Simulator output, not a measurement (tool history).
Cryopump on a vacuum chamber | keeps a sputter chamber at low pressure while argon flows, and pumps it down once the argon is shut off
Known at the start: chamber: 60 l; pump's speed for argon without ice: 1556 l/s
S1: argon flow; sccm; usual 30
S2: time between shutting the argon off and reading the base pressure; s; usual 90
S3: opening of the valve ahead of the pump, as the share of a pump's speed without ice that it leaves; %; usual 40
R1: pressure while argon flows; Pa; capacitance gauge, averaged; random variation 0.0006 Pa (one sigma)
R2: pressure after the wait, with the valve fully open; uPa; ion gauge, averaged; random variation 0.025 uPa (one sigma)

{"run": 1, "hour": 0.0, "S1": 30, "S2": 90, "S3": 40, "R1": 0.0861, "R2": 1.1}
{"run": 2, "hour": 15.0, "S1": 30, "S2": 90, "S3": 40, "R1": 0.0855, "R2": 1.15}
{"run": 3, "hour": 28.9, "S1": 30, "S2": 90, "S3": 40, "R1": 0.0851, "R2": 1.12}
{"run": 4, "hour": 44.2, "S1": 30, "S2": 90, "S3": 40, "R1": 0.0853, "R2": 1.11}
{"run": 5, "hour": 60.5, "S1": 30, "S2": 90, "S3": 40, "R1": 0.0856, "R2": 1.08}
{"run": 6, "hour": 69.5, "S1": 30, "S2": 90, "S3": 40, "R1": 0.0863, "R2": 1.18}
{"run": 7, "hour": 77.6, "S1": 30, "S2": 90, "S3": 40, "R1": 0.0862, "R2": 1.13}
{"run": 8, "hour": 84.2, "S1": 36, "S2": 90, "S3": 40, "R1": 0.1037, "R2": 1.17}
{"run": 9, "hour": 94.1, "S1": 36, "S2": 90, "S3": 40, "R1": 0.1053, "R2": 1.15}
{"run": 10, "hour": 106.9, "S1": 25, "S2": 67, "S3": 45, "R1": 0.0656, "R2": 1.43}
{"run": 11, "hour": 116.4, "S1": 25, "S2": 67, "S3": 45, "R1": 0.0651, "R2": 1.45}
{"run": 12, "hour": 125.5, "S1": 12, "S2": 90, "S3": 40, "R1": 0.034, "R2": 1.17}
{"run": 13, "hour": 139.1, "S1": 12, "S2": 90, "S3": 40, "R1": 0.0351, "R2": 1.18}
{"run": 14, "hour": 155.0, "S1": 15, "S2": 90, "S3": 24, "R1": 0.0701, "R2": 1.14}
{"run": 15, "hour": 166.7, "S1": 30, "S2": 90, "S3": 17, "R1": 0.2, "R2": 1.2}
{"run": 16, "hour": 182.3, "S1": 30, "S2": 90, "S3": 17, "R1": 0.1965, "R2": 1.17}

5 ways to go on from here, each from the tool as it stands after run 16. What would each give?
{"run": "A", "hour": 197.6, "S1": 30, "S2": 64, "S3": 17, "R1": "?", "R2": "?"}
{"run": "B", "hour": 197.6, "S1": 18, "S2": 29, "S3": 41, "R1": "?", "R2": "?"}
{"run": "C", "hour": 197.6, "S1": 52, "S2": 90, "S3": 40, "R1": "?", "R2": "?"}
{"run": "D", "hour": 197.6, "S1": 12, "S2": 134, "S3": 55, "R1": "?", "R2": "?"}
{"run": "E", "hour": 197.6, "S1": 30, "S2": 87, "S3": 17, "R1": "?", "R2": "?"}

run=A R1=0.1985 R2=1.52
run=B R1=0.0513 R2=2.89
run=C R1=0.1531 R2=1.19
run=D R1=0.0266 R2=0.92
run=E R1=0.1993 R2=1.21
Without the tool's hidden state the same runs would have given:
run=A R1=0.1916 R2=1.38
run=B R1=0.0471 R2=2.74
run=C R1=0.1411 R2=1.05
run=D R1=0.0239 R2=0.78
run=E R1=0.1924 R2=1.07

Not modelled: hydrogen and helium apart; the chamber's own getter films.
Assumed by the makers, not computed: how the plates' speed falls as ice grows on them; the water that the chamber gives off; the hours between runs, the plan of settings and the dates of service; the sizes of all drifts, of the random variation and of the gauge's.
